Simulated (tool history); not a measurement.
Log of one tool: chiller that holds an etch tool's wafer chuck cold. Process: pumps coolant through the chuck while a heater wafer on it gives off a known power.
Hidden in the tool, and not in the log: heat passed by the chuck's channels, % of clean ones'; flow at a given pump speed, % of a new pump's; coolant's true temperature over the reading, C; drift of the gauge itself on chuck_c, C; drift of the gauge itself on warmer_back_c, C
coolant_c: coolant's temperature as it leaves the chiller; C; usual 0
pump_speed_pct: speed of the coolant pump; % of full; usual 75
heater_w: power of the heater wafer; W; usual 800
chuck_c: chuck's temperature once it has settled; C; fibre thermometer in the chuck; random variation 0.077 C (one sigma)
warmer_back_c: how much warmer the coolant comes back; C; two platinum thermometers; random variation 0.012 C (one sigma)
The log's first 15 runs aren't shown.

run    hour  coolant_c  pump_speed_pct  heater_w  hours since the coolant was changed and the channels were flushed  hours since the pump was overhauled  hours since the chiller's thermometer was calibrated  chuck_c  warmer_back_c
 16   657.1          1              75       800                                                               1534                                  989                                                   179     8.61           4.01
 17   686.1          8              92       420                                                               1563                                 1018                                                   208    11.24           1.66
 18   737.0          8              92       420                                                               1613                                 1069                                                   259    11.20           1.66
 19   768.9          8              92       420                                                               1645                                 1101                                                   291    11.25           1.67
 20   815.1         10              64      1117                                                               1692                                 1147                                                   337    22.52           6.66
 21   865.2         10              64      1117                                                               1742                                 1197                                                   387    22.51           6.68
 22   913.0          0              86      1117                                                               1790                                 1245                                                   435     9.39           4.77
 23   953.3          4              75       800                                                               1830                                 1285                                                   475    11.60           3.96
 24  1011.3         -2              75       800                                                               1888                                 1343                                                   533     5.70           3.99
 25  1063.8         -6              77      1047                                                               1940                                 1396                                                   586     3.78           5.06
 26  1107.8          0              71       814                                                               1984                                 1440                                                   630     8.26           4.33
 27  1143.9          7              95       800                                                               2020                                 1476                                                   666    13.16           3.04
 28  1194.3          7              95       800                                                               2071                                 1526                                                   716    13.19           3.07
 29  1249.1          7              95       800                                                               2126                                 1581                                                   771    12.90           3.04
 30  1298.4          7              80       800                                                               2175                                 1630                                                   820    14.22           3.71
 31  1343.4          0              99      1082                                                               2220                                 1675                                                   865     7.86           3.95

Forecast each of these 4 alternatives for the next run:
  A  1375.0          0              75       808                                                               2252                                 1707                                                   897        ?              ?
  B  1375.0          0              61      1082                                                               2252                                 1707                                                   897        ?              ?
  C  1375.0          0              93      1082                                                               2252                                 1707                                                   897        ?              ?
  D  1375.0          0              70       473                                                               2252                                 1707                                                   897        ?              ?

run  chuck_c  warmer_back_c
  A     7.72           4.04
  B    12.80           6.83
  C     8.35           4.26
  D     4.88           2.55
Without the tool's hidden state the same runs would have given:
run  chuck_c  warmer_back_c
  A     7.43           4.01
  B    12.28           6.76
  C     8.03           4.22
  D     4.73           2.53
